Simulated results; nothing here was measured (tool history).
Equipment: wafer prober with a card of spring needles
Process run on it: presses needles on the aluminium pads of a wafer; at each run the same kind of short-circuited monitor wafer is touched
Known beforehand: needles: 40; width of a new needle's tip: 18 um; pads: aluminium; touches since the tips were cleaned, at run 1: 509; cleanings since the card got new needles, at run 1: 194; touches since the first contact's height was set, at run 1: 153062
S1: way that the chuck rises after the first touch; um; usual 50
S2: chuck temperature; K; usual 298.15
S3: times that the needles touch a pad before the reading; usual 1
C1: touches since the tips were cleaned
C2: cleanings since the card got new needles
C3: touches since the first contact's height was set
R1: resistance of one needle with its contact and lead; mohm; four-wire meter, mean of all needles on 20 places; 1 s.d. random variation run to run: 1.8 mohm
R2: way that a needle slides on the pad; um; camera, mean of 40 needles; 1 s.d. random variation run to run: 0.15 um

run 1 hour=0.0 | S1=50 S2=298.15 S3=1 | C1=509 C2=194 C3=153062 | R1=320 R2=11.59
-- hour=5.3 tips cleaned on abrasive film
-- hour=11.8 tips cleaned on abrasive film
-- hour=18.4 tips cleaned on abrasive film
-- hour=24.9 tips cleaned on abrasive film
-- hour=30.2 tips cleaned on abrasive film
-- hour=36.7 tips cleaned on abrasive film
-- hour=42.0 tips cleaned on abrasive film
-- hour=48.5 tips cleaned on abrasive film
-- hour=53.8 tips cleaned on abrasive film
-- hour=60.4 tips cleaned on abrasive film
run 2 hour=62.8 | S1=50 S2=298.15 S3=1 | C1=1149 C2=204 C3=182057 | R1=551 R2=10.72
-- hour=66.8 tips cleaned on abrasive film
-- hour=73.3 tips cleaned on abrasive film
-- hour=78.6 tips cleaned on abrasive film
-- hour=83.8 tips cleaned on abrasive film
-- hour=90.4 tips cleaned on abrasive film
-- hour=94.6 height of the first contact set anew
-- hour=97.2 tips cleaned on abrasive film
-- hour=103.8 tips cleaned on abrasive film
-- hour=109.1 tips cleaned on abrasive film
run 3 hour=110.1 | S1=50 S2=298.15 S3=1 | C1=498 C2=212 C3=7158 | R1=303 R2=13.22
-- hour=115.4 tips cleaned on abrasive film
-- hour=120.6 tips cleaned on abrasive film
-- hour=125.9 tips cleaned on abrasive film
-- hour=132.5 tips cleaned on abrasive film
-- hour=137.7 tips cleaned on abrasive film
-- hour=144.3 tips cleaned on abrasive film
-- hour=156.3 card fitted with new needles
-- hour=162.8 tips cleaned on abrasive film
-- hour=169.4 tips cleaned on abrasive film
-- hour=175.9 tips cleaned on abrasive film
run 4 hour=178.9 | S1=50 S2=298.15 S3=3 | C1=1392 C2=3 C3=10473 | R1=223 R2=13.22
-- hour=181.6 tips cleaned on abrasive film
-- hour=186.8 tips cleaned on abrasive film
-- hour=193.4 tips cleaned on abrasive film
-- hour=199.9 tips cleaned on abrasive film
-- hour=205.2 tips cleaned on abrasive film
-- hour=211.8 tips cleaned on abrasive film
-- hour=218.3 tips cleaned on abrasive film
-- hour=223.6 tips cleaned on abrasive film
-- hour=230.1 tips cleaned on abrasive film
-- hour=235.4 tips cleaned on abrasive film
-- hour=238.1 tips cleaned on abrasive film, once more
-- hour=243.3 tips cleaned on abrasive film
run 5 hour=244.9 | S1=50 S2=298.15 S3=1 | C1=744 C2=15 C3=40881 | R1=255 R2=12.84
-- hour=248.9 tips cleaned on abrasive film
-- hour=255.4 tips cleaned on abrasive film
-- hour=262.0 tips cleaned on abrasive film
-- hour=268.5 tips cleaned on abrasive film
-- hour=273.8 tips cleaned on abrasive film
-- hour=280.3 tips cleaned on abrasive film
run 6 hour=284.0 | S1=50 S2=298.15 S3=1 | C1=1734 C2=21 C3=58959 | R1=326 R2=12.66
-- hour=286.7 tips cleaned on abrasive film
-- hour=292.0 tips cleaned on abrasive film
-- hour=297.2 tips cleaned on abrasive film
-- hour=303.8 tips cleaned on abrasive film
-- hour=310.3 tips cleaned on abrasive film
-- hour=315.6 tips cleaned on abrasive film
-- hour=322.2 tips cleaned on abrasive film
-- hour=328.7 tips cleaned on abrasive film
-- hour=334.0 tips cleaned on abrasive film
run 7 hour=337.1 | S1=50 S2=298.15 S3=2 | C1=1479 C2=30 C3=83442 | R1=280 R2=12.56
-- hour=339.8 tips cleaned on abrasive film
-- hour=346.4 tips cleaned on abrasive film
-- hour=352.9 tips cleaned on abrasive film
-- hour=359.5 tips cleaned on abrasive film
-- hour=366.0 tips cleaned on abrasive film
-- hour=372.6 tips cleaned on abrasive film
-- hour=377.8 tips cleaned on abrasive film
-- hour=384.4 tips cleaned on abrasive film
-- hour=389.6 tips cleaned on abrasive film
-- hour=396.2 tips cleaned on abrasive film
run 8 hour=399.9 | S1=50 S2=298.15 S3=2 | C1=1720 C2=40 C3=112404 | R1=291 R2=12.25
-- hour=402.5 tips cleaned on abrasive film
-- hour=409.1 tips cleaned on abrasive film
-- hour=415.6 tips cleaned on abrasive film
-- hour=422.2 tips cleaned on abrasive film
-- hour=428.7 tips cleaned on abrasive film
-- hour=435.3 tips cleaned on abrasive film
-- hour=441.8 tips cleaned on abrasive film
run 9 hour=442.6 | S1=50 S2=298.15 S3=2 | C1=360 C2=47 C3=132136 | R1=222 R2=11.90
-- hour=447.9 tips cleaned on abrasive film
-- hour=454.4 tips cleaned on abrasive film
-- hour=461.0 tips cleaned on abrasive film
-- hour=466.2 tips cleaned on abrasive film
-- hour=472.8 tips cleaned on abrasive film
run 10 hour=475.5 | S1=39 S2=298.15 S3=2 | C1=1260 C2=52 C3=147319 | R1=350 R2=8.55
-- hour=478.1 tips cleaned on abrasive film
-- hour=484.7 tips cleaned on abrasive film
-- hour=491.2 tips cleaned on abrasive film
-- hour=496.5 tips cleaned on abrasive film
-- hour=501.8 tips cleaned on abrasive film
-- hour=508.3 tips cleaned on abrasive film
run 11 hour=509.8 | S1=52 S2=298.15 S3=1 | C1=708 C2=58 C3=163160 | R1=285 R2=12.07
-- hour=513.8 tips cleaned on abrasive film
-- hour=520.4 tips cleaned on abrasive film
-- hour=525.6 tips cleaned on abrasive film
-- hour=532.2 tips cleaned on abrasive film
-- hour=538.7 tips cleaned on abrasive film
-- hour=545.3 tips cleaned on abrasive film
-- hour=550.5 tips cleaned on abrasive film
-- hour=557.1 tips cleaned on abrasive film
run 12 hour=562.0 | S1=52 S2=298.15 S3=1 | C1=2287 C2=66 C3=187242 | R1=437 R2=12.04
-- hour=563.3 tips cleaned on abrasive film
-- hour=568.6 tips cleaned on abrasive film
-- hour=573.9 tips cleaned on abrasive film
-- hour=580.4 tips cleaned on abrasive film
-- hour=582.0 height of the first contact set anew
-- hour=586.0 tips cleaned on abrasive film
-- hour=592.5 tips cleaned on abrasive film
-- hour=599.1 tips cleaned on abrasive film
-- hour=605.6 tips cleaned on abrasive film
-- hour=610.9 tips cleaned on abrasive film
-- hour=617.5 tips cleaned on abrasive film
run 13 hour=620.8 | S1=52 S2=298.15 S3=1 | C1=1584 C2=76 C3=17929 | R1=346 R2=13.51
-- hour=623.5 tips cleaned on abrasive film
-- hour=630.1 tips cleaned on abrasive film
-- hour=636.6 tips cleaned on abrasive film
-- hour=641.9 tips cleaned on abrasive film
-- hour=648.4 tips cleaned on abrasive film
-- hour=653.7 tips cleaned on abrasive film
-- hour=660.2 tips cleaned on abrasive film
-- hour=665.5 tips cleaned on abrasive film
-- hour=672.0 tips cleaned on abrasive film
run 14 hour=673.7 | S1=33 S2=309.15 S3=1 | C1=788 C2=85 C3=42326 | R1=443 R2=7.99
-- hour=677.7 tips cleaned on abrasive film
-- hour=684.3 tips cleaned on abrasive film
-- hour=690.8 tips cleaned on abrasive film
-- hour=697.4 tips cleaned on abrasive film
-- hour=702.6 tips cleaned on abrasive film
-- hour=709.2 tips cleaned on abrasive film
-- hour=715.7 tips cleaned on abrasive film
run 15 hour=718.3 | S1=33 S2=309.15 S3=1 | C1=1215 C2=92 C3=62915 | R1=605 R2=7.97
-- hour=722.2 tips cleaned on abrasive film
-- hour=727.4 tips cleaned on abrasive film
-- hour=734.0 tips cleaned on abrasive film
-- hour=740.5 tips cleaned on abrasive film
-- hour=745.8 tips cleaned on abrasive film
run 16 hour=747.2 | S1=33 S2=309.15 S3=1 | C1=657 C2=97 C3=76232 | R1=407 R2=7.70
-- hour=751.2 tips cleaned on abrasive film
-- hour=757.7 tips cleaned on abrasive film
-- hour=763.0 tips cleaned on abrasive film
-- hour=768.2 tips cleaned on abrasive film
-- hour=774.8 tips cleaned on abrasive film
-- hour=780.0 tips cleaned on abrasive film
run 17 hour=780.6 | S1=70 S2=312.15 S3=1 | C1=260 C2=103 C3=91624 | R1=220 R2=17.47
-- hour=785.9 tips cleaned on abrasive film
-- hour=791.1 tips cleaned on abrasive film
-- hour=797.7 tips cleaned on abrasive film
-- hour=802.9 tips cleaned on abrasive film
-- hour=809.5 tips cleaned on abrasive film
-- hour=814.8 tips cleaned on abrasive film
-- hour=821.3 tips cleaned on abrasive film
-- hour=826.6 tips cleaned on abrasive film
run 18 hour=828.2 | S1=70 S2=312.15 S3=1 | C1=763 C2=111 C3=113575 | R1=244 R2=17.16
-- hour=832.2 tips cleaned on abrasive film
-- hour=838.7 tips cleaned on abrasive film
-- hour=844.0 tips cleaned on abrasive film
-- hour=850.5 tips cleaned on abrasive film
-- hour=855.8 tips cleaned on abrasive film
-- hour=862.3 tips cleaned on abrasive film
-- hour=867.6 tips cleaned on abrasive film
-- hour=874.2 tips cleaned on abrasive film
-- hour=879.4 tips cleaned on abrasive film
run 19 hour=880.1 | S1=46 S2=311.15 S3=1 | C1=326 C2=120 C3=137513 | R1=270 R2=10.68

Predict each of these 5 candidate next runs independently; none follows another, all start after run 19:
-- hour=885.4 tips cleaned on abrasive film
-- hour=890.6 tips cleaned on abrasive film
-- hour=897.2 tips cleaned on abrasive film
-- hour=903.7 tips cleaned on abrasive film
-- hour=910.3 tips cleaned on abrasive film
-- hour=916.8 tips cleaned on abrasive film
-- hour=922.1 tips cleaned on abrasive film
-- hour=928.6 tips cleaned on abrasive film
-- hour=933.9 tips cleaned on abrasive film
run A hour=934.9 | S1=35 S2=362.15 S3=2 | C1=449 C2=129 C3=162782 | R1=? R2=?
-- hour=885.4 tips cleaned on abrasive film
-- hour=890.6 tips cleaned on abrasive film
-- hour=897.2 tips cleaned on abrasive film
-- hour=903.7 tips cleaned on abrasive film
-- hour=910.3 tips cleaned on abrasive film
-- hour=916.8 tips cleaned on abrasive film
-- hour=922.1 tips cleaned on abrasive film
-- hour=928.6 tips cleaned on abrasive film
-- hour=933.9 tips cleaned on abrasive film
run B hour=934.9 | S1=40 S2=317.15 S3=1 | C1=449 C2=129 C3=162782 | R1=? R2=?
-- hour=885.4 tips cleaned on abrasive film
-- hour=890.6 tips cleaned on abrasive film
-- hour=897.2 tips cleaned on abrasive film
-- hour=903.7 tips cleaned on abrasive film
-- hour=910.3 tips cleaned on abrasive film
-- hour=916.8 tips cleaned on abrasive film
-- hour=922.1 tips cleaned on abrasive film
-- hour=928.6 tips cleaned on abrasive film
-- hour=933.9 tips cleaned on abrasive film
run C hour=934.9 | S1=46 S2=311.15 S3=3 | C1=449 C2=129 C3=162782 | R1=? R2=?
-- hour=885.4 tips cleaned on abrasive film
-- hour=890.6 tips cleaned on abrasive film
-- hour=897.2 tips cleaned on abrasive film
-- hour=903.7 tips cleaned on abrasive film
-- hour=910.3 tips cleaned on abrasive film
-- hour=916.8 tips cleaned on abrasive film
-- hour=922.1 tips cleaned on abrasive film
-- hour=928.6 tips cleaned on abrasive film
-- hour=933.9 tips cleaned on abrasive film
run D hour=934.9 | S1=70 S2=311.15 S3=2 | C1=449 C2=129 C3=162782 | R1=? R2=?
-- hour=885.4 tips cleaned on abrasive film
-- hour=890.6 tips cleaned on abrasive film
-- hour=897.2 tips cleaned on abrasive film
-- hour=903.7 tips cleaned on abrasive film
-- hour=910.3 tips cleaned on abrasive film
-- hour=916.8 tips cleaned on abrasive film
-- hour=922.1 tips cleaned on abrasive film
-- hour=928.6 tips cleaned on abrasive film
-- hour=933.9 tips cleaned on abrasive film
run E hour=934.9 | S1=62 S2=298.15 S3=2 | C1=449 C2=129 C3=162782 | R1=? R2=?

run=A R1=346 R2=7.45
run=B R1=363 R2=8.68
run=C R1=242 R2=10.47
run=D R1=213 R2=16.90
run=E R1=222 R2=14.73
With the hidden condition removed and each run's random variation left untouched, the same runs would have given:
run=A R1=205 R2=9.34
run=B R1=191 R2=10.55
run=C R1=190 R2=12.36
run=D R1=179 R2=18.79
run=E R1=179 R2=16.62
